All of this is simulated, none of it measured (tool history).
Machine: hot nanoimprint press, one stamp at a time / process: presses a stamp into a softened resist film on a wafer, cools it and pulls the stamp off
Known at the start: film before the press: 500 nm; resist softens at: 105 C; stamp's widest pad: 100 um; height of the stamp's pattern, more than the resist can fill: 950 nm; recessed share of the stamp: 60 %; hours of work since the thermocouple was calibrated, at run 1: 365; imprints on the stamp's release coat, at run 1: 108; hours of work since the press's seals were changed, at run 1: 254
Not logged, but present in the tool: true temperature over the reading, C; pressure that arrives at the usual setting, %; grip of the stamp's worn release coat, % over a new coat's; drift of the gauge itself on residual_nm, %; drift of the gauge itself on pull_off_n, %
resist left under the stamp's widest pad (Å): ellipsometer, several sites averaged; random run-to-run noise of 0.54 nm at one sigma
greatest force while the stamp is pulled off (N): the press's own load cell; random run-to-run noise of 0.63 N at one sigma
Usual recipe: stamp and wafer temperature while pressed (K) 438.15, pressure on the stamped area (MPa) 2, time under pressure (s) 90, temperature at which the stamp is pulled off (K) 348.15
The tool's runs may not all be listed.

run,day,stamp and wafer temperature while pressed (K),pressure on the stamped area (MPa),time under pressure (s),temperature at which the stamp is pulled off (K),hours of work since the thermocouple was calibrated,imprints on the stamp's release coat,hours of work since the press's seals were changed,resist left under the stamp's widest pad (Å),greatest force while the stamp is pulled off (N)
1,0,438.15,2,90,348.15,365,108,254,1787,193.5
2,0.517,438.15,2,90,348.15,371,137,260,1785,195
3,1.088,436.15,2,90,348.15,378,170,267,2005,194.9
4,1.521,436.15,2,90,348.15,384,195,273,1999,195
5,1.988,432.15,2,90,348.15,390,222,279,2490,195.8
6,2.488,438.15,2,90,348.15,396,250,285,1795,195.3
7,2.892,438.15,2,90,348.15,401,273,290,1785,195.6
8,3.329,438.15,2,90,334.15,406,299,295,1768,259.3
9,3.742,438.15,2,90,348.15,412,322,300,1784,196.8
10,4.129,438.15,2,90,348.15,416,344,305,1781,197.1
11,4.758,438.15,2,90,348.15,424,380,313,1771,197.2
# day 4.938: plate thermocouple calibrated
12,5.438,438.15,2,100,348.15,6,412,320,1821,203.5
13,5.962,445.15,2,90,348.15,13,442,327,1300,202.6
14,6.604,438.15,2,90,348.15,21,479,335,1889,202.5
15,7.175,438.15,2,90,348.15,28,512,342,1878,204.8
16,7.521,438.15,2,92,345.15,32,532,346,1867,216.8
17,8.175,442.15,2.23,114,342.15,40,569,354,1304,231.6
18,8.788,439.15,2.23,46,342.15,48,605,362,2128,233
19,9.275,439.15,2.23,46,342.15,54,632,368,2116,232.7
20,9.621,444.15,2,90,348.15,58,652,372,1356,206.5
# day 10.288: stamp cleaned and given a new release coat
21,10.396,441.15,1.27,150,348.15,65,6,379,1720,196
22,10.783,441.15,2.13,150,333.15,70,29,384,1276,261.9
23,11.358,441.15,2.13,150,333.15,77,62,391,1271,263.5
24,11.896,445.15,2,47,348.15,84,93,397,1633,197.4
25,12.304,445.15,2,124,348.15,89,116,403,1139,197.5
26,12.754,445.15,2,59,342.15,94,142,408,1507,223.8
27,13.254,445.15,2,59,342.15,101,171,414,1510,224.4
28,13.662,445.15,2,59,342.15,106,194,420,1501,224.4
29,14.171,445.15,2,59,342.15,112,223,426,1497,225.3
30,14.488,438.15,2,90,338.15,116,241,430,1870,244.6

Pick out some run-to-run changes in resist left under the stamp's widest pad (Å). Of each, how much would a tool without hidden state show as well, from the settings, what came in and chance, and how much is left for the hidden state and any gauge scatter not in both results compared?
Run 4 -> 5: stamp and wafer temperature while pressed (K) 436.15 -> 432.15. resist left under the stamp's widest pad (Å) +491: hidden state -23, all else +514.
Run 5 -> 6: stamp and wafer temperature while pressed (K) 432.15 -> 438.15. resist left under the stamp's widest pad (Å) -695: hidden state +31, all else -726.
Run 11 -> 12: time under pressure (s) 90 -> 100, plate thermocouple calibrated. resist left under the stamp's widest pad (Å) +50: hidden state +104, all else -54.
Run 17 -> 18: stamp and wafer temperature while pressed (K) 442.15 -> 439.15, time under pressure (s) 114 -> 46. resist left under the stamp's widest pad (Å) +824: hidden state +4, all else +820.
Run 19 -> 20: stamp and wafer temperature while pressed (K) 439.15 -> 444.15, pressure on the stamped area (MPa) 2.23 -> 2, time under pressure (s) 46 -> 90, temperature at which the stamp is pulled off (K) 342.15 -> 348.15. resist left under the stamp's widest pad (Å) -760: hidden state -6, all else -754.
